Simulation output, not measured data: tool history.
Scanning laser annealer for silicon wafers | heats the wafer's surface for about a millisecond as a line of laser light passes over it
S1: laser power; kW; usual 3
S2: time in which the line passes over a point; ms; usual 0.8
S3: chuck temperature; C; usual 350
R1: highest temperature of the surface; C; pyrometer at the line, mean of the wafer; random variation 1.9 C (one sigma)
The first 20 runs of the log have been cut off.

run 21 hour=235.7 | S1=2.811 S2=0.8 S3=350 | R1=1102
run 22 hour=246.1 | S1=2.796 S2=0.839 S3=350 | R1=1112
run 23 hour=255.8 | S1=2.796 S2=0.839 S3=350 | R1=1112
run 24 hour=267.4 | S1=3.27 S2=0.793 S3=350 | R1=1238
run 25 hour=277.3 | S1=3 S2=0.8 S3=382 | R1=1191
run 26 hour=284.7 | S1=2.721 S2=0.8 S3=314 | R1=1034
run 27 hour=300.4 | S1=3 S2=0.8 S3=354 | R1=1160
run 28 hour=314.5 | S1=2.904 S2=0.8 S3=335 | R1=1110
-- hour=317.9 window over the wafer cleaned
run 29 hour=325.6 | S1=2.691 S2=0.922 S3=335 | R1=1088
run 30 hour=333.6 | S1=2.965 S2=0.8 S3=344 | R1=1132
-- hour=347.6 window over the wafer cleaned, once more
run 31 hour=351.9 | S1=2.965 S2=0.8 S3=344 | R1=1170
run 32 hour=362.3 | S1=3 S2=0.8 S3=340 | R1=1173
run 33 hour=378.2 | S1=3 S2=0.8 S3=340 | R1=1176
run 34 hour=393.5 | S1=2.687 S2=0.625 S3=350 | R1=1010
run 35 hour=409.4 | S1=2.687 S2=0.813 S3=388 | R1=1128
run 36 hour=425.4 | S1=2.986 S2=0.8 S3=388 | R1=1216
run 37 hour=432.7 | S1=2.957 S2=0.8 S3=372 | R1=1192
run 38 hour=441.4 | S1=3.136 S2=0.8 S3=357 | R1=1234
run 39 hour=452.1 | S1=3.136 S2=0.8 S3=357 | R1=1233
run 40 hour=466.9 | S1=3.226 S2=0.651 S3=363 | R1=1191
run 41 hour=480.4 | S1=2.798 S2=0.652 S3=369 | R1=1071

4 options for the next run, each taken on its own from the tool as it stands now. Forecast them:
run A hour=488.6 | S1=3.175 S2=0.8 S3=350 | R1=?
run B hour=488.6 | S1=3.177 S2=0.652 S3=369 | R1=?
run C hour=488.6 | S1=2.742 S2=0.925 S3=315 | R1=?
run D hour=488.6 | S1=3.132 S2=0.819 S3=353 | R1=?

run=A R1=1238
run=B R1=1185
run=C R1=1117
run=D R1=1237
The same runs, with their run-to-run variation unchanged, on a tool lacking any hidden condition would have given:
run=A R1=1251
run=B R1=1197
run=C R1=1128
run=D R1=1250

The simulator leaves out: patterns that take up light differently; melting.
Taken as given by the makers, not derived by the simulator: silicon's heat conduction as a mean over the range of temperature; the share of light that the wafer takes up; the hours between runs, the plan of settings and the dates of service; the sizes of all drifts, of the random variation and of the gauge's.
